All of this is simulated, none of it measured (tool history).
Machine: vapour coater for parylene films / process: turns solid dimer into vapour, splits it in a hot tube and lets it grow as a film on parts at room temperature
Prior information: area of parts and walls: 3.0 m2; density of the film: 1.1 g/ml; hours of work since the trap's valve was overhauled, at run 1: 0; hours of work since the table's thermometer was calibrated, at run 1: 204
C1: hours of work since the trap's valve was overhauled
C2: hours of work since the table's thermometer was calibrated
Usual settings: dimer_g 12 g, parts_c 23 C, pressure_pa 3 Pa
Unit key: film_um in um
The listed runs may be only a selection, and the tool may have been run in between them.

run 1 hour=0 | dimer_g=12 parts_c=23 pressure_pa=3 | C1=0 C2=204 | film_um=2.55
run 2 hour=21.9 | dimer_g=12 parts_c=27 pressure_pa=3 | C1=16 C2=220 | film_um=2.378
run 3 hour=37 | dimer_g=10 parts_c=27 pressure_pa=3 | C1=27 C2=231 | film_um=1.968
run 4 hour=51.6 | dimer_g=10 parts_c=27 pressure_pa=3 | C1=38 C2=242 | film_um=1.98
run 5 hour=67.8 | dimer_g=12 parts_c=23 pressure_pa=2.35 | C1=49 C2=254 | film_um=2.618
run 6 hour=80.6 | dimer_g=12 parts_c=23 pressure_pa=2.35 | C1=59 C2=263 | film_um=2.62
run 7 hour=92.3 | dimer_g=12 parts_c=23 pressure_pa=2.35 | C1=67 C2=272 | film_um=2.637
run 8 hour=102.8 | dimer_g=12 parts_c=23 pressure_pa=2.35 | C1=75 C2=279 | film_um=2.61
run 9 hour=117.7 | dimer_g=13 parts_c=23 pressure_pa=3 | C1=86 C2=290 | film_um=2.731
run 10 hour=136.9 | dimer_g=11 parts_c=23 pressure_pa=3 | C1=100 C2=304 | film_um=2.302
run 11 hour=151.8 | dimer_g=11 parts_c=23 pressure_pa=3 | C1=111 C2=315 | film_um=2.295
run 12 hour=171.7 | dimer_g=11 parts_c=23 pressure_pa=3 | C1=125 C2=330 | film_um=2.302
run 13 hour=187.6 | dimer_g=10 parts_c=31 pressure_pa=3.68 | C1=137 C2=341 | film_um=1.782
run 14 hour=197 | dimer_g=10 parts_c=31 pressure_pa=3.68 | C1=144 C2=348 | film_um=1.783
run 15 hour=218 | dimer_g=10 parts_c=31 pressure_pa=3.68 | C1=159 C2=363 | film_um=1.776
run 16 hour=233.4 | dimer_g=8 parts_c=31 pressure_pa=3.32 | C1=170 C2=375 | film_um=1.435
run 17 hour=243.4 | dimer_g=15 parts_c=18 pressure_pa=3 | C1=178 C2=382 | film_um=3.373
run 18 hour=265.5 | dimer_g=15 parts_c=18 pressure_pa=4.24 | C1=194 C2=398 | film_um=3.199
run 19 hour=279.1 | dimer_g=7 parts_c=32 pressure_pa=9.12 | C1=204 C2=408 | film_um=1.053
run 20 hour=297.1 | dimer_g=12 parts_c=27 pressure_pa=6.52 | C1=217 C2=421 | film_um=2.061

Subtracting, for every run, the result it would have given without the tool's unlogged condition from the measured result gives the following. The same run-to-run variation enters both numbers; the gauge's scatter may not:
The hidden state here: vapour lost through the trap's worn valve, %; true temperature of the parts over the reading, C; drift of the gauge itself on film_um, %.
run=1 film_um=+0
run=2 film_um=-0.004
run=3 film_um=-0.005
run=4 film_um=-0.007
run=5 film_um=-0.012
run=6 film_um=-0.014
run=7 film_um=-0.016
run=8 film_um=-0.018
run=9 film_um=-0.021
run=10 film_um=-0.021
run=11 film_um=-0.023
run=12 film_um=-0.026
run=13 film_um=-0.023
run=14 film_um=-0.024
run=15 film_um=-0.026
run=16 film_um=-0.022
run=17 film_um=-0.056
run=18 film_um=-0.057
run=19 film_um=-0.02
run=20 film_um=-0.042
